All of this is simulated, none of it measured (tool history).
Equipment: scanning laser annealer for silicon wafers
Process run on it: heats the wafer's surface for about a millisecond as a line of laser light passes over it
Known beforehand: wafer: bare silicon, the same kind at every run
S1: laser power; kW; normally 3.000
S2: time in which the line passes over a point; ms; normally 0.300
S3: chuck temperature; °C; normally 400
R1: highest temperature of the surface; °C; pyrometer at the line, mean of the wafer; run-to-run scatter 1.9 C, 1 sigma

{"run": 1, "hour": 0.0, "S1": 3.0, "S2": 0.3, "S3": 400, "R1": 1195}
{"run": 2, "hour": 24.6, "S1": 3.0, "S2": 0.3, "S3": 400, "R1": 1197}
{"run": 3, "hour": 52.9, "S1": 3.0, "S2": 0.3, "S3": 400, "R1": 1193}
{"run": 4, "hour": 98.6, "S1": 3.0, "S2": 0.291, "S3": 400, "R1": 1177}
{"run": 5, "hour": 139.0, "S1": 3.0, "S2": 0.291, "S3": 400, "R1": 1175}
{"run": 6, "hour": 170.8, "S1": 3.0, "S2": 0.291, "S3": 400, "R1": 1176}
{"run": 7, "hour": 204.7, "S1": 3.0, "S2": 0.291, "S3": 400, "R1": 1174}
{"run": 8, "hour": 252.0, "S1": 3.0, "S2": 0.291, "S3": 400, "R1": 1174}
{"run": 9, "hour": 284.8, "S1": 2.593, "S2": 0.3, "S3": 390, "R1": 1037}
{"run": 10, "hour": 307.7, "S1": 3.2, "S2": 0.283, "S3": 429, "R1": 1259}
{"run": 11, "hour": 327.5, "S1": 2.976, "S2": 0.3, "S3": 435, "R1": 1210}
{"run": 12, "hour": 351.2, "S1": 3.066, "S2": 0.226, "S3": 422, "R1": 1107}
{"run": 13, "hour": 371.7, "S1": 2.915, "S2": 0.264, "S3": 400, "R1": 1104}
{"run": 14, "hour": 397.7, "S1": 2.915, "S2": 0.264, "S3": 400, "R1": 1104}
{"run": 15, "hour": 442.6, "S1": 2.673, "S2": 0.331, "S3": 434, "R1": 1142}
{"run": 16, "hour": 476.6, "S1": 2.673, "S2": 0.331, "S3": 434, "R1": 1142}

Branching from run 16: 4 alternative next runs. What would each branch give?
{"run": "A", "hour": 510.2, "S1": 2.863, "S2": 0.213, "S3": 400, "R1": "?"}
{"run": "B", "hour": 510.2, "S1": 2.673, "S2": 0.324, "S3": 434, "R1": "?"}
{"run": "C", "hour": 510.2, "S1": 2.904, "S2": 0.331, "S3": 419, "R1": "?"}
{"run": "D", "hour": 510.2, "S1": 2.787, "S2": 0.331, "S3": 392, "R1": "?"}

run=A R1=1005
run=B R1=1134
run=C R1=1207
run=D R1=1139
Had the tool no hidden state, the same runs would have come out as:
run=A R1=1038
run=B R1=1172
run=C R1=1250
run=D R1=1180

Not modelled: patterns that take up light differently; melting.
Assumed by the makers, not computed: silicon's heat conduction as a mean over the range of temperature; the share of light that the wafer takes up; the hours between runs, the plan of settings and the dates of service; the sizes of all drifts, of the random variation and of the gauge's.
